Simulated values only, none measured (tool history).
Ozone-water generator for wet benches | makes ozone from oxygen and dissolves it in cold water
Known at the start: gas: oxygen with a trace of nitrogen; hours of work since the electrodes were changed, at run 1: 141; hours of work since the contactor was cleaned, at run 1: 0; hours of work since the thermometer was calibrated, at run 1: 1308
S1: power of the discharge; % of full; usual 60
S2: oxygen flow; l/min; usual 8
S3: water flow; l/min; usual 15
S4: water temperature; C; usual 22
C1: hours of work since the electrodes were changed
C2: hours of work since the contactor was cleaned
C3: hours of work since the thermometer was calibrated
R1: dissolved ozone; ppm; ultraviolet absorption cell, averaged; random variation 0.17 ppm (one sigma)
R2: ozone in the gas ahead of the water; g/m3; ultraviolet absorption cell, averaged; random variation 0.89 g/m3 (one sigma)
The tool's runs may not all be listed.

run	hour	S1	S2	S3	S4	C1	C2	C3	R1	R2
1	0	60	8	15	22	141	0	1308	22.6	145.7
2	78.6	89	8	15	22	202	61	1369	30.9	202.7
3	159.3	60	8	12	22	264	123	1431	25.4	145.4
4	196.1	60	8	15	22	292	151	1459	22.4	145.7
5	261.2	60	8	15	22	343	201	1509	22.3	146.3
6	316.6	60	8	15	22	385	244	1552	22	145.8
7	365.7	60	8	15	22	423	282	1590	21.9	144.8
8	447.3	97	8	15	22	486	344	1653	32.4	209.6
9	509.5	97	8	15	22	534	392	1701	32.5	210.8
10	546.5	60	8	15	22	562	421	1729	21.9	143.3
11	619.6	60	4.53	15	22	618	477	1785	23.9	199.2
12	686.5	60	4.53	15	22	670	529	1837	23.8	199.3
13	733.6	60	8	15	22	706	565	1873	21.8	142.6
14	773.1	60	8	15	22	737	595	1904	21.4	142.8
15	819.1	60	8	15	22	772	631	1939	21.8	141.2
16	893.4	60	8	15	22	829	688	1996	21.4	139.1
17	943	60	8	15	22	867	726	2034	21.4	143
18	1019.6	60	4.19	15	20	926	785	2093	24.7	205.1

The next listed run, before its measurement:
19	1100.6	56	8	14	22	989	847	2156	?	?

Run 19 gave R1 21.1 ppm, R2 132.5 g/m3.
Without the tool's hidden state the same run would have given R1 22.3 ppm, R2 138.1 g/m3.
